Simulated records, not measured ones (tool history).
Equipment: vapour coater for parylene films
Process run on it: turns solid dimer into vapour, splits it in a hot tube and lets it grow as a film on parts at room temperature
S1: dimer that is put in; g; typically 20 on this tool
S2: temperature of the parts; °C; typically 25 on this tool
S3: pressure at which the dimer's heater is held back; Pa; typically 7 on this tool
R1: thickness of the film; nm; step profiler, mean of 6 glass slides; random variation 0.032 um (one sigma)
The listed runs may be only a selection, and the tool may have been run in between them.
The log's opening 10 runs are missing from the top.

run   hour  S1  S2     S3    R1
 11  272.9  11  35      7  2710
 12  301.8  11  35      7  2700
 13  323.3  11  35      7  2690
 14  339.4  11  35      7  2700
 15  373.1  11  35      7  2700
 16  393.9  11  35      7  2700
 17  414.5  11  35      7  2690
 18  432.2  11  35      7  2700
 19    458  11  35      7  2710
 20  493.3  21  25   2.09  7590
 21  520.1  20  25  10.56  6100
 22  536.3  20  19   2.31  8300
 23  556.6  10  18   4.41  3980
 24    573  20  25   3.21  6900
 25  600.5  20  19   2.15  8460
     607.8  -- trap's valve overhauled
 26  624.7  20  31      7  5470
 27  641.6  14  31   8.98  3700
 28  670.2  15  31   2.43  4570
 29  694.4   9  25    8.7  2800
 30  720.8  20  25      7  6330
 31  736.1  20  25      7  6380
 32    755  20  29      7  5760
 33  785.8  20  29      7  5700

Branching from run 33: 3 alternative next runs. What would each branch give?
  A  803.4  16  29  2.12   ?
  B  803.4  20  36  2.74   ?
  C  803.4   8  17     7   ?

run    R1
  A  5220
  B  5310
  C  3130
Stripped of hidden state, with their random variation kept, the same runs would have yielded:
run    R1
  A  5230
  B  5320
  C  3130
